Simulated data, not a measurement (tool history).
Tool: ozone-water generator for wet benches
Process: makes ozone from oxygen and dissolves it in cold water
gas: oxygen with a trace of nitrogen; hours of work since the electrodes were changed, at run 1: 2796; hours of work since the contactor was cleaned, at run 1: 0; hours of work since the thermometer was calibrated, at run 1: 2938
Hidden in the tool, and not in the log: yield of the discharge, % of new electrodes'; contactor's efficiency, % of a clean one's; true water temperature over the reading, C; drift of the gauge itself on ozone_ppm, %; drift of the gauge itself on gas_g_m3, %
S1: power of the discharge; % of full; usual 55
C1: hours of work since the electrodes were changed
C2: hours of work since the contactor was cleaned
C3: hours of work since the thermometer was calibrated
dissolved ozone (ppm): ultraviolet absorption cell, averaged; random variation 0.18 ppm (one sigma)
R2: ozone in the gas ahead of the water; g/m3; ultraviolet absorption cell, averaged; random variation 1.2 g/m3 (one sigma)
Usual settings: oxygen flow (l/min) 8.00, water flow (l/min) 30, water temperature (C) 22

Run 1, hour 0.0: usual settings; C1 2796; C2 0; C3 2938. Result: dissolved ozone (ppm) 23.1, R2 199.8 g/m3.
Run 2, hour 73.4: usual settings; C1 2862; C2 65; C3 3004. Result: dissolved ozone (ppm) 23.3, R2 197.3 g/m3.
Run 3, hour 166.8: usual settings; C1 2945; C2 149; C3 3087. Result: dissolved ozone (ppm) 23.0, R2 198.4 g/m3.
Run 4, hour 247.9: usual settings; C1 3017; C2 221; C3 3159. Result: dissolved ozone (ppm) 23.1, R2 197.9 g/m3.
Run 5, hour 422.2: usual settings; C1 3172; C2 376; C3 3315. Result: dissolved ozone (ppm) 23.2, R2 195.9 g/m3.
Run 6, hour 584.5: usual settings but oxygen flow (l/min) 5.75; C1 3317; C2 521; C3 3459. Result: dissolved ozone (ppm) 23.4, R2 241.2 g/m3.
Run 7, hour 703.2: usual settings but oxygen flow (l/min) 5.75, water temperature (C) 18; C1 3423; C2 627; C3 3565. Result: dissolved ozone (ppm) 24.2, R2 237.4 g/m3.
Run 8, hour 797.1: usual settings but oxygen flow (l/min) 5.75, water temperature (C) 18; C1 3506; C2 710; C3 3649. Result: dissolved ozone (ppm) 24.2, R2 239.5 g/m3.
Run 9, hour 871.3: usual settings but oxygen flow (l/min) 4.96; C1 3573; C2 776; C3 3715. Result: dissolved ozone (ppm) 23.4, R2 261.1 g/m3.
Run 10, hour 983.1: usual settings but water temperature (C) 17; C1 3672; C2 876; C3 3814. Result: dissolved ozone (ppm) 24.6, R2 193.4 g/m3.
Run 11, hour 1135.9: usual settings but water temperature (C) 17; C1 3808; C2 1012; C3 3950. Result: dissolved ozone (ppm) 24.4, R2 194.3 g/m3.
Run 12, hour 1271.2: usual settings but oxygen flow (l/min) 12.52; C1 3929; C2 1133; C3 4071. Result: dissolved ozone (ppm) 21.4, R2 148.2 g/m3.
Run 13, hour 1353.8: usual settings but oxygen flow (l/min) 12.52; C1 4002; C2 1206; C3 4145. Result: dissolved ozone (ppm) 20.7, R2 147.9 g/m3.
Run 14, hour 1461.9: usual settings but oxygen flow (l/min) 12.52; C1 4099; C2 1303; C3 4241. Result: dissolved ozone (ppm) 20.7, R2 147.7 g/m3.
At hour 1536.8: water thermometer calibrated.
Run 15, hour 1542.2: usual settings but oxygen flow (l/min) 12.52; C1 4170; C2 1374; C3 5. Result: dissolved ozone (ppm) 20.9, R2 145.8 g/m3.
Run 16, hour 1666.6: usual settings but oxygen flow (l/min) 12.52; C1 4281; C2 1484; C3 116. Result: dissolved ozone (ppm) 20.9, R2 146.2 g/m3.
Run 17, hour 1786.5: usual settings but oxygen flow (l/min) 12.52; C1 4388; C2 1591; C3 222. Result: dissolved ozone (ppm) 20.8, R2 146.0 g/m3.
Run 18, hour 1888.5: usual settings but S1 93 % of full, oxygen flow (l/min) 6.88, water temperature (C) 17; C1 4478; C2 1682; C3 313. Result: dissolved ozone (ppm) 36.9, R2 319.4 g/m3.
Run 19, hour 2030.0: usual settings but S1 43 % of full, water flow (l/min) 26; C1 4605; C2 1808; C3 439. Result: dissolved ozone (ppm) 19.6, R2 156.4 g/m3.
Run 20, hour 2129.2: usual settings but S1 75 % of full, water temperature (C) 17; C1 4693; C2 1897; C3 528. Result: dissolved ozone (ppm) 30.3, R2 239.2 g/m3.
Run 21, hour 2231.8: usual settings but S1 75 % of full, water temperature (C) 17; C1 4784; C2 1988; C3 619. Result: dissolved ozone (ppm) 29.8, R2 241.7 g/m3.
Run 22, hour 2405.6: usual settings but S1 80 % of full, oxygen flow (l/min) 6.04, water flow (l/min) 19, water temperature (C) 15; C1 4939; C2 2143; C3 774. Result: dissolved ozone (ppm) 44.3, R2 298.7 g/m3.
Run 23, hour 2526.4: usual settings but water temperature (C) 16; C1 5047; C2 2251; C3 882. Result: dissolved ozone (ppm) 23.3, R2 187.1 g/m3.
Run 24, hour 2690.3: usual settings but oxygen flow (l/min) 14.36, water flow (l/min) 32; C1 5193; C2 2397; C3 1028. Result: dissolved ozone (ppm) 19.0, R2 131.6 g/m3.
Run 25, hour 2800.1: usual settings but oxygen flow (l/min) 5.88, water flow (l/min) 25; C1 5291; C2 2494; C3 1126. Result: dissolved ozone (ppm) 24.8, R2 224.0 g/m3.
Run 26, hour 2878.0: usual settings but oxygen flow (l/min) 13.60; C1 5360; C2 2564; C3 1195. Result: dissolved ozone (ppm) 19.6, R2 134.6 g/m3.
Run 27, hour 3017.6: usual settings but S1 72 % of full, water flow (l/min) 35, water temperature (C) 20; C1 5484; C2 2688; C3 1319. Result: dissolved ozone (ppm) 24.1, R2 226.4 g/m3.
Run 28, hour 3114.4: usual settings but S1 72 % of full, oxygen flow (l/min) 8.70, water flow (l/min) 25, water temperature (C) 20; C1 5571; C2 2774; C3 1406. Result: dissolved ozone (ppm) 30.0, R2 214.8 g/m3.
Run 29, hour 3252.1: usual settings but S1 79 % of full, oxygen flow (l/min) 9.93, water flow (l/min) 39, water temperature (C) 20; C1 5693; C2 2897; C3 1528. Result: dissolved ozone (ppm) 23.7, R2 213.4 g/m3.
At hour 3291.7: contactor cleaned.
Run 30, hour 3404.6: usual settings but S1 79 % of full, oxygen flow (l/min) 9.93, water flow (l/min) 39, water temperature (C) 20; C1 5826; C2 101; C3 1661. Result: dissolved ozone (ppm) 24.1, R2 211.2 g/m3.
Run 31, hour 3495.9: usual settings but S1 61 % of full, oxygen flow (l/min) 9.26, water flow (l/min) 39; C1 5907; C2 182; C3 1742. Result: dissolved ozone (ppm) 19.2, R2 181.5 g/m3.
Run 32, hour 3614.7: usual settings but S1 61 % of full, oxygen flow (l/min) 9.26, water flow (l/min) 39; C1 6013; C2 288; C3 1848. Result: dissolved ozone (ppm) 19.2, R2 179.5 g/m3.

Measured less the same run without the tool's hidden state. The same run-to-run variation is in both; the gauge's scatter may not be:
run  dissolved ozone (ppm)     R2
  1                   -1.7  -14.1
  2                   -1.8  -14.3
  3                   -1.8  -15.0
  4                   -1.8  -15.2
  5                   -2.0  -16.0
  6                   -2.1  -20.6
  7                   -2.3  -21.2
  8                   -2.3  -21.9
  9                   -2.3  -24.4
 10                   -2.5  -18.8
 11                   -2.7  -19.6
 12                   -2.5  -15.5
 13                   -2.4  -15.8
 14                   -2.6  -16.1
 15                   -2.5  -16.3
 16                   -2.6  -16.7
 17                   -2.7  -17.3
 18                   -7.8  -63.1
 19                   -2.0  -14.3
 20                   -5.7  -42.1
 21                   -5.9  -43.3
 22                   -9.4  -59.0
 23                   -3.7  -26.4
 24                   -3.1  -19.1
 25                   -4.1  -33.5
 26                   -3.3  -20.4
 27                   -5.5  -46.2
 28                   -6.9  -45.0
 29                   -6.1  -49.5
 30                   -5.9  -50.3
 31                   -3.8  -34.5
 32                   -3.9  -35.0

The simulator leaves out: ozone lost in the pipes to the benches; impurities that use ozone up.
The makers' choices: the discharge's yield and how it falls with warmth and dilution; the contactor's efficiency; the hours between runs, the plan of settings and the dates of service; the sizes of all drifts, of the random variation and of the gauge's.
